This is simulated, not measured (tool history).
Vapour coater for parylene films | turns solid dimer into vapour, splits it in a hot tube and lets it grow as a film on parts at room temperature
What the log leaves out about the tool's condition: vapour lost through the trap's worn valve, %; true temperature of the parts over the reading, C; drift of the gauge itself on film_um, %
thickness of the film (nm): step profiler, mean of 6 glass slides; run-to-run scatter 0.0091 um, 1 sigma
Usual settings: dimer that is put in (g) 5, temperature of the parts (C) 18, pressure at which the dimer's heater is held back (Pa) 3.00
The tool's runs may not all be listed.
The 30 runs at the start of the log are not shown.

run,hour,dimer that is put in (g),temperature of the parts (C),pressure at which the dimer's heater is held back (Pa),hours of work since the trap's valve was overhauled,hours of work since the table's thermometer was calibrated,thickness of the film (nm)
31,806.9,5,26,9.03,32,849,1190
32,825.5,5,17,6.11,41,858,1827
33,844.6,5,22,3.00,50,867,1800
34,876.4,5,22,3.00,65,882,1797
35,903.7,9,18,6.03,78,894,3180
36,931.1,3,18,6.68,90,907,1030
37,946.8,5,22,3.00,98,914,1790
38,975.0,7,18,4.19,111,928,2680
# hour 995.9: gauge calibrated
39,1008.9,7,18,4.19,127,943,2745
40,1041.7,4,22,3.52,142,959,1413
41,1059.8,4,23,2.90,150,967,1412
42,1088.4,7,23,2.90,164,980,2472
43,1108.5,3,24,10.78,173,990,756
# hour 1126.9: table's thermometer calibrated
44,1143.3,3,24,10.78,189,8,752
45,1177.0,3,24,10.78,204,23,761
46,1195.2,3,14,11.65,213,32,1071
47,1222.7,3,14,11.65,226,45,1067

Predict each of these 4 candidate next runs independently; none follows another, all start after run 47:
A,1242.2,3,14,11.65,235,54,?
B,1242.2,8,18,5.36,235,54,?
C,1242.2,8,18,6.98,235,54,?
D,1242.2,3,15,2.82,235,54,?

run,thickness of the film (nm)
A,1067
B,2930
C,2776
D,1427
What these runs would have given with no unlogged condition in the tool:
run,thickness of the film (nm)
A,1074
B,2949
C,2794
D,1437
